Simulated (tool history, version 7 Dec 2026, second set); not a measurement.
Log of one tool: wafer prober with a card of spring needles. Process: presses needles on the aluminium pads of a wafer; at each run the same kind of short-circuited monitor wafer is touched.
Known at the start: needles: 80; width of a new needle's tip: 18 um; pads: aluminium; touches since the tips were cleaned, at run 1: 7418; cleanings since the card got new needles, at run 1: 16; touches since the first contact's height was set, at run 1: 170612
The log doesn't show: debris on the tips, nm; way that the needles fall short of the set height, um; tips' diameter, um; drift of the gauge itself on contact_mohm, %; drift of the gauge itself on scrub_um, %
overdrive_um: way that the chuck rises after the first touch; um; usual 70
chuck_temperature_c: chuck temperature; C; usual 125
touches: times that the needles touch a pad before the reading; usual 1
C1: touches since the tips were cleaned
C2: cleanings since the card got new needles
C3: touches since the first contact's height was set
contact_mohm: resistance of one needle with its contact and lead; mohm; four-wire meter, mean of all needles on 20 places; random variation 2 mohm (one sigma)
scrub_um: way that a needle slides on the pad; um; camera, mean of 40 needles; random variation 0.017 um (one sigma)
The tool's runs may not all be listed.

{"run": 1, "hour": 0.0, "overdrive_um": 70, "chuck_temperature_c": 125, "touches": 1, "C1": 7418, "C2": 16, "C3": 170612, "contact_mohm": 214, "scrub_um": 13.64}
{"hour": 3.2, "done": "tips cleaned on abrasive film"}
{"hour": 4.7, "done": "height of the first contact set anew"}
{"run": 2, "hour": 12.9, "overdrive_um": 68, "chuck_temperature_c": 125, "touches": 1, "C1": 5863, "C2": 17, "C3": 5080, "contact_mohm": 213, "scrub_um": 13.22}
{"hour": 19.2, "done": "tips cleaned on abrasive film"}
{"run": 3, "hour": 31.5, "overdrive_um": 68, "chuck_temperature_c": 125, "touches": 1, "C1": 7634, "C2": 18, "C3": 16591, "contact_mohm": 214, "scrub_um": 13.2}
{"hour": 34.8, "done": "tips cleaned on abrasive film"}
{"hour": 50.4, "done": "tips cleaned on abrasive film"}
{"run": 4, "hour": 50.4, "overdrive_um": 68, "chuck_temperature_c": 125, "touches": 1, "C1": 0, "C2": 20, "C3": 28222, "contact_mohm": 211, "scrub_um": 13.2}
{"run": 5, "hour": 59.6, "overdrive_um": 68, "chuck_temperature_c": 125, "touches": 1, "C1": 5667, "C2": 20, "C3": 33889, "contact_mohm": 213, "scrub_um": 13.17}
{"hour": 64.9, "done": "tips cleaned on abrasive film"}
{"run": 6, "hour": 71.0, "overdrive_um": 70, "chuck_temperature_c": 125, "touches": 1, "C1": 3804, "C2": 21, "C3": 40922, "contact_mohm": 214, "scrub_um": 13.55}
{"hour": 79.3, "done": "tips cleaned on abrasive film"}
{"run": 7, "hour": 83.1, "overdrive_um": 70, "chuck_temperature_c": 125, "touches": 1, "C1": 2315, "C2": 22, "C3": 48369, "contact_mohm": 209, "scrub_um": 13.5}
{"hour": 94.8, "done": "tips cleaned on abrasive film"}
{"run": 8, "hour": 101.5, "overdrive_um": 70, "chuck_temperature_c": 125, "touches": 2, "C1": 4123, "C2": 23, "C3": 59732, "contact_mohm": 210, "scrub_um": 13.53}
{"hour": 109.2, "done": "tips cleaned on abrasive film"}
{"run": 9, "hour": 116.1, "overdrive_um": 70, "chuck_temperature_c": 125, "touches": 1, "C1": 4245, "C2": 24, "C3": 68756, "contact_mohm": 212, "scrub_um": 13.51}
{"hour": 123.9, "done": "tips cleaned on abrasive film"}
{"run": 10, "hour": 130.5, "overdrive_um": 70, "chuck_temperature_c": 125, "touches": 2, "C1": 4097, "C2": 25, "C3": 77657, "contact_mohm": 216, "scrub_um": 13.49}
{"hour": 139.1, "done": "tips cleaned on abrasive film"}
{"run": 11, "hour": 141.8, "overdrive_um": 70, "chuck_temperature_c": 54, "touches": 1, "C1": 1656, "C2": 26, "C3": 84605, "contact_mohm": 197, "scrub_um": 13.47}
{"hour": 154.3, "done": "tips cleaned on abrasive film"}
{"run": 12, "hour": 154.8, "overdrive_um": 70, "chuck_temperature_c": 54, "touches": 1, "C1": 270, "C2": 27, "C3": 92602, "contact_mohm": 195, "scrub_um": 13.48}
{"hour": 169.5, "done": "tips cleaned on abrasive film"}
{"run": 13, "hour": 175.2, "overdrive_um": 70, "chuck_temperature_c": 54, "touches": 1, "C1": 3536, "C2": 28, "C3": 105253, "contact_mohm": 195, "scrub_um": 13.43}
{"hour": 184.8, "done": "tips cleaned on abrasive film"}
{"run": 14, "hour": 187.6, "overdrive_um": 70, "chuck_temperature_c": 54, "touches": 1, "C1": 1696, "C2": 29, "C3": 112872, "contact_mohm": 195, "scrub_um": 13.41}
{"hour": 200.9, "done": "tips cleaned on abrasive film"}
{"run": 15, "hour": 205.1, "overdrive_um": 70, "chuck_temperature_c": 125, "touches": 1, "C1": 2626, "C2": 30, "C3": 123705, "contact_mohm": 215, "scrub_um": 13.39}
{"hour": 215.6, "done": "tips cleaned on abrasive film"}
{"run": 16, "hour": 219.1, "overdrive_um": 70, "chuck_temperature_c": 125, "touches": 1, "C1": 2215, "C2": 31, "C3": 132369, "contact_mohm": 214, "scrub_um": 13.36}
{"hour": 231.5, "done": "tips cleaned on abrasive film"}
{"hour": 234.9, "done": "gauge calibrated"}
{"run": 17, "hour": 238.0, "overdrive_um": 57, "chuck_temperature_c": 65, "touches": 2, "C1": 4065, "C2": 32, "C3": 144026, "contact_mohm": 200, "scrub_um": 11.08}
{"hour": 247.1, "done": "tips cleaned on abrasive film"}
{"run": 18, "hour": 255.9, "overdrive_um": 55, "chuck_temperature_c": 32, "touches": 2, "C1": 5426, "C2": 33, "C3": 155067, "contact_mohm": 198, "scrub_um": 10.67}
{"hour": 262.2, "done": "tips cleaned on abrasive film"}
{"run": 19, "hour": 272.7, "overdrive_um": 57, "chuck_temperature_c": 92, "touches": 3, "C1": 6523, "C2": 34, "C3": 165437, "contact_mohm": 206, "scrub_um": 11.06}
{"hour": 276.5, "done": "tips cleaned on abrasive film"}
{"run": 20, "hour": 281.6, "overdrive_um": 57, "chuck_temperature_c": 92, "touches": 3, "C1": 3163, "C2": 35, "C3": 170924, "contact_mohm": 208, "scrub_um": 11.04}
{"hour": 285.6, "done": "height of the first contact set anew"}
{"hour": 291.4, "done": "tips cleaned on abrasive film"}
{"run": 21, "hour": 291.4, "overdrive_um": 70, "chuck_temperature_c": 125, "touches": 1, "C1": 0, "C2": 36, "C3": 3511, "contact_mohm": 214, "scrub_um": 13.57}
{"hour": 306.9, "done": "tips cleaned on abrasive film"}
{"run": 22, "hour": 310.5, "overdrive_um": 70, "chuck_temperature_c": 125, "touches": 1, "C1": 2210, "C2": 37, "C3": 15304, "contact_mohm": 211, "scrub_um": 13.56}
{"hour": 321.6, "done": "tips cleaned on abrasive film"}
{"run": 23, "hour": 331.7, "overdrive_um": 65, "chuck_temperature_c": 125, "touches": 1, "C1": 6273, "C2": 38, "C3": 28448, "contact_mohm": 213, "scrub_um": 12.54}
{"hour": 336.8, "done": "tips cleaned on abrasive film"}
{"hour": 351.3, "done": "tips cleaned on abrasive film"}
{"run": 24, "hour": 351.3, "overdrive_um": 79, "chuck_temperature_c": 105, "touches": 1, "C1": 0, "C2": 40, "C3": 40492, "contact_mohm": 205, "scrub_um": 15.24}
{"run": 25, "hour": 360.5, "overdrive_um": 79, "chuck_temperature_c": 105, "touches": 1, "C1": 5693, "C2": 40, "C3": 46185, "contact_mohm": 203, "scrub_um": 15.19}
{"hour": 366.1, "done": "tips cleaned on abrasive film"}
{"hour": 380.5, "done": "tips cleaned on abrasive film"}
{"run": 26, "hour": 380.5, "overdrive_um": 79, "chuck_temperature_c": 105, "touches": 1, "C1": 0, "C2": 42, "C3": 58477, "contact_mohm": 208, "scrub_um": 15.18}
{"run": 27, "hour": 394.5, "overdrive_um": 69, "chuck_temperature_c": 70, "touches": 1, "C1": 8737, "C2": 42, "C3": 67214, "contact_mohm": 202, "scrub_um": 13.26}
{"hour": 395.5, "done": "tips cleaned on abrasive film"}
{"run": 28, "hour": 408.0, "overdrive_um": 69, "chuck_temperature_c": 61, "touches": 1, "C1": 7767, "C2": 43, "C3": 75531, "contact_mohm": 200, "scrub_um": 13.24}
{"hour": 410.0, "done": "tips cleaned on abrasive film"}
{"run": 29, "hour": 419.4, "overdrive_um": 69, "chuck_temperature_c": 61, "touches": 1, "C1": 5814, "C2": 44, "C3": 82538, "contact_mohm": 199, "scrub_um": 13.22}
{"hour": 424.5, "done": "tips cleaned on abrasive film"}
{"run": 30, "hour": 433.7, "overdrive_um": 80, "chuck_temperature_c": 125, "touches": 1, "C1": 5696, "C2": 45, "C3": 91388, "contact_mohm": 209, "scrub_um": 15.33}
{"hour": 440.3, "done": "tips cleaned on abrasive film"}
{"run": 31, "hour": 446.5, "overdrive_um": 65, "chuck_temperature_c": 125, "touches": 1, "C1": 3819, "C2": 46, "C3": 99264, "contact_mohm": 218, "scrub_um": 12.42}
{"hour": 455.2, "done": "tips cleaned on abrasive film"}
{"run": 32, "hour": 467.4, "overdrive_um": 52, "chuck_temperature_c": 40, "touches": 1, "C1": 7566, "C2": 47, "C3": 112200, "contact_mohm": 202, "scrub_um": 9.93}

3 ways to go on from here, each from the tool as it stands after run 32. What would each give?
{"hour": 470.1, "done": "tips cleaned on abrasive film"}
{"run": "A", "hour": 479.6, "overdrive_um": 52, "chuck_temperature_c": 27, "touches": 1, "C1": 5934, "C2": 48, "C3": 119729, "contact_mohm": "?", "scrub_um": "?"}
{"hour": 470.1, "done": "tips cleaned on abrasive film"}
{"run": "B", "hour": 479.6, "overdrive_um": 52, "chuck_temperature_c": 40, "touches": 2, "C1": 5934, "C2": 48, "C3": 119729, "contact_mohm": "?", "scrub_um": "?"}
{"hour": 470.1, "done": "tips cleaned on abrasive film"}
{"run": "C", "hour": 479.6, "overdrive_um": 64, "chuck_temperature_c": 27, "touches": 2, "C1": 5934, "C2": 48, "C3": 119729, "contact_mohm": "?", "scrub_um": "?"}

run=A contact_mohm=196 scrub_um=9.90
run=B contact_mohm=198 scrub_um=9.92
run=C contact_mohm=196 scrub_um=12.22
Without the tool's hidden state the same runs would have given:
run=A contact_mohm=195 scrub_um=10.12
run=B contact_mohm=198 scrub_um=10.14
run=C contact_mohm=196 scrub_um=12.48

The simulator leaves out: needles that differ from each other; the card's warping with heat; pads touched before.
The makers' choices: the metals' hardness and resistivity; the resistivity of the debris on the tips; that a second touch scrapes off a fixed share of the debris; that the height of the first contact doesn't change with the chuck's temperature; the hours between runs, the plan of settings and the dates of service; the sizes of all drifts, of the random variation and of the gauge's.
